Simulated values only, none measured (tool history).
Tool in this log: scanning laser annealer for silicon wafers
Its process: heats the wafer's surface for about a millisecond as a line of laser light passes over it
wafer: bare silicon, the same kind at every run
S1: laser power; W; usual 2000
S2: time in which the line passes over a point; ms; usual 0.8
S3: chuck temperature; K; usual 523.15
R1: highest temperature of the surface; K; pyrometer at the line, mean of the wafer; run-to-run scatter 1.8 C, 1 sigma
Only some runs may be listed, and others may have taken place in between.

run    hour    S1     S2      S3       R1
  1       0  2000    0.8  523.15  1315.15
  2    68.8  2000    0.8  523.15  1311.15
  3   120.2  2000    0.8  523.15  1313.15
  4   182.9  2000    0.8  523.15  1310.15
  5   265.4  2000    0.8  523.15  1308.15
  6   330.4  2000    0.8  523.15  1303.15
  7   377.3  2000    0.8  523.15  1305.15
  8   435.6  2000    0.8  523.15  1302.15
  9   495.6  2038    0.8  523.15  1313.15
 10     576  2000    0.8  523.15  1295.15
      598.1  -- window over the wafer cleaned
 11   660.5  2002    0.8  523.15  1271.15
 12   699.8  2000    0.8  486.15  1233.15
 13   771.2  2000    0.8  486.15  1228.15
 14   845.3  2000    0.8  523.15  1264.15
      879.4  -- window over the wafer cleaned, once more
 15   931.8  2000    0.8  523.15  1343.15
 16  1021.9  2000    0.8  523.15  1337.15
 17  1059.4  2000    0.8  523.15  1338.15
 18  1135.8  2000    0.8  523.15  1329.15
 19    1176  2000  0.783  523.15  1325.15
 20  1255.8  2000  0.783  523.15  1321.15
 21    1329  2000  0.757  523.15  1303.15
 22  1376.1  2136    0.8  549.15  1405.15
 23  1433.7  2136    0.8  549.15  1398.15
 24  1502.6  2106   0.62  535.15  1269.15
 25  1545.3  2101  0.785  503.15  1330.15
 26  1633.4  2048  0.818  511.15  1332.15
 27  1693.7  1751  0.628  532.15  1147.15
 28    1749  1903  0.587  491.15  1130.15
 29  1830.5  1959  0.587  492.15  1149.15
 30    1875  2179  0.661  492.15  1265.15

Run 31 is up next; what results do you expect?
     1942.1  -- optics aligned, line set to its width
 31  1953.9  1998  0.75  523.15   ?

{"run 31": {"R1": 1291.15}}
With the hidden condition absent and the run-to-run variation left alone, this run would have shown R1 1315.15 K.
